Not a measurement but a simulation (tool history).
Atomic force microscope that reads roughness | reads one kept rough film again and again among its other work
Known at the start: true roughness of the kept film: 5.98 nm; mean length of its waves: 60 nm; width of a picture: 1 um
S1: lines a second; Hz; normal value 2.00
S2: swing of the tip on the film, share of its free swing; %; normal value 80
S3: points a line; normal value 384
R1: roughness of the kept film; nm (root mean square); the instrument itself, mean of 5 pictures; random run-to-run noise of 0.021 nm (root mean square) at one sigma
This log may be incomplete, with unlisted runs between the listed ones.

Run 1, hour 0.0: usual settings. Result: R1 5.031 nm (root mean square).
Run 2, hour 46.0: usual settings but S3 527. Result: R1 4.915 nm (root mean square).
Run 3, hour 72.0: usual settings but S2 66 %, S3 527. Result: R1 5.114 nm (root mean square).
Run 4, hour 102.4: usual settings but S2 66 %, S3 527. Result: R1 5.042 nm (root mean square).
Run 5, hour 134.1: usual settings but S2 66 %, S3 527. Result: R1 4.967 nm (root mean square).
At hour 137.4: new tip fitted.
Run 6, hour 159.4: usual settings but S2 66 %, S3 527. Result: R1 5.406 nm (root mean square).
Run 7, hour 179.6: usual settings but S2 66 %, S3 527. Result: R1 5.328 nm (root mean square).
Run 8, hour 223.6: usual settings but S2 66 %, S3 527. Result: R1 5.239 nm (root mean square).
Run 9, hour 268.0: usual settings but S2 66 %, S3 527. Result: R1 5.114 nm (root mean square).
Run 10, hour 301.7: usual settings. Result: R1 4.718 nm (root mean square).
At hour 331.1: new tip fitted.
Run 11, hour 350.0: usual settings but S1 0.92 Hz, S3 298. Result: R1 5.403 nm (root mean square).
Run 12, hour 379.0: usual settings but S1 0.92 Hz, S3 298. Result: R1 5.338 nm (root mean square).
Run 13, hour 419.8: usual settings but S3 469. Result: R1 4.934 nm (root mean square).
Run 14, hour 457.6: usual settings but S1 1.19 Hz, S2 61 %, S3 469. Result: R1 5.259 nm (root mean square).
Run 15, hour 503.2: usual settings but S1 1.19 Hz, S2 61 %, S3 469. Result: R1 5.158 nm (root mean square).
At hour 524.0: new tip fitted.
Run 16, hour 528.6: usual settings but S2 77 %. Result: R1 5.291 nm (root mean square).
Run 17, hour 566.3: usual settings but S1 0.61 Hz, S2 70 %, S3 503. Result: R1 5.550 nm (root mean square).
Run 18, hour 599.6: usual settings but S1 0.55 Hz, S2 61 %, S3 440. Result: R1 5.491 nm (root mean square).
Run 19, hour 636.0: usual settings but S1 1.05 Hz. Result: R1 5.122 nm (root mean square).
Run 20, hour 673.3: usual settings but S1 1.05 Hz. Result: R1 5.037 nm (root mean square).

Some steps in R1 between neighbouring runs. How much of each would the tool show without its hidden state too (settings, what came in, random variation), and how much is left for the hidden state, with any gauge scatter that isn't in both results?
The tool's hidden condition here consists of: radius of the tip, nm; height scale over the true one, %; drift of the gauge itself on roughness_nm, %.
Run 5 -> 6: new tip fitted. R1 +0.439 nm (root mean square): hidden state +0.459, all else -0.020.
Run 10 -> 11: S1 2.00 -> 0.92, S3 384 -> 298, new tip fitted. R1 +0.685 nm (root mean square): hidden state +0.374, all else +0.311.
Run 15 -> 16: S1 1.19 -> 2.00, S2 61 -> 77, S3 469 -> 384, new tip fitted. R1 +0.133 nm (root mean square): hidden state +0.480, all else -0.347.
